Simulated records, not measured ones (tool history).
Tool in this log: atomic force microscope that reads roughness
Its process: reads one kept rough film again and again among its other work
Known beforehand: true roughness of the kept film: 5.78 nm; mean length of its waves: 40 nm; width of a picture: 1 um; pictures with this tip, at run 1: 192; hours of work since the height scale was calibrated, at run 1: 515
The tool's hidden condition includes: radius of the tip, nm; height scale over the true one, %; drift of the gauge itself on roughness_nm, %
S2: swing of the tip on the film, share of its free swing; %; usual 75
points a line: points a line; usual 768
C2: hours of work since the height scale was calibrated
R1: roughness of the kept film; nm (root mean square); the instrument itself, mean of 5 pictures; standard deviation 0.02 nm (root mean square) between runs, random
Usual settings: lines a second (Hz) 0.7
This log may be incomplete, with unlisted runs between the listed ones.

run 1 hour=0 | lines_a_second_(Hz)=0.7 S2=75 points_a_line=768 | pictures_with_this_tip=192 C2=515 | R1=4.039
run 2 hour=20.9 | lines_a_second_(Hz)=0.7 S2=75 points_a_line=768 | pictures_with_this_tip=221 C2=527 | R1=3.961
run 3 hour=46.1 | lines_a_second_(Hz)=0.7 S2=75 points_a_line=768 | pictures_with_this_tip=256 C2=542 | R1=3.845
-- hour=56.8 new tip fitted
run 4 hour=62.4 | lines_a_second_(Hz)=0.7 S2=82 points_a_line=768 | pictures_with_this_tip=8 C2=551 | R1=4.794
run 5 hour=92.9 | lines_a_second_(Hz)=0.7 S2=75 points_a_line=768 | pictures_with_this_tip=50 C2=569 | R1=4.636
run 6 hour=116.9 | lines_a_second_(Hz)=0.7 S2=75 points_a_line=768 | pictures_with_this_tip=84 C2=583 | R1=4.477
run 7 hour=133.4 | lines_a_second_(Hz)=0.7 S2=75 points_a_line=768 | pictures_with_this_tip=107 C2=592 | R1=4.398
run 8 hour=159.8 | lines_a_second_(Hz)=0.517 S2=58 points_a_line=654 | pictures_with_this_tip=144 C2=608 | R1=4.413
run 9 hour=181.4 | lines_a_second_(Hz)=0.517 S2=58 points_a_line=654 | pictures_with_this_tip=175 C2=620 | R1=4.272
-- hour=185 height scale calibrated on a step standard
run 10 hour=198.1 | lines_a_second_(Hz)=0.517 S2=58 points_a_line=654 | pictures_with_this_tip=196 C2=8 | R1=4.218
run 11 hour=225.7 | lines_a_second_(Hz)=0.7 S2=88 points_a_line=768 | pictures_with_this_tip=235 C2=24 | R1=3.711
-- hour=251.5 new tip fitted
run 12 hour=255.6 | lines_a_second_(Hz)=3.089 S2=75 points_a_line=768 | pictures_with_this_tip=5 C2=41 | R1=4.111
run 13 hour=281 | lines_a_second_(Hz)=3.089 S2=75 points_a_line=768 | pictures_with_this_tip=41 C2=56 | R1=4.022
-- hour=292.7 height scale calibrated on a step standard, once more
run 14 hour=301.9 | lines_a_second_(Hz)=1.657 S2=78 points_a_line=865 | pictures_with_this_tip=69 C2=5 | R1=4.137

Here are 4 independent what-if runs from the current tool condition. What would each one return?
run A hour=335.8 | lines_a_second_(Hz)=2.005 S2=75 points_a_line=768 | pictures_with_this_tip=117 C2=25 | R1=?
run B hour=335.8 | lines_a_second_(Hz)=1.104 S2=66 points_a_line=420 | pictures_with_this_tip=117 C2=25 | R1=?
run C hour=335.8 | lines_a_second_(Hz)=1.657 S2=78 points_a_line=306 | pictures_with_this_tip=117 C2=25 | R1=?
run D hour=335.8 | lines_a_second_(Hz)=1.657 S2=84 points_a_line=500 | pictures_with_this_tip=117 C2=25 | R1=?

run=A R1=3.946
run=B R1=4.343
run=C R1=3.928
run=D R1=3.767
Without the tool's unlogged condition, the same runs would have read:
run=A R1=4.513
run=B R1=4.968
run=C R1=4.492
run=D R1=4.309
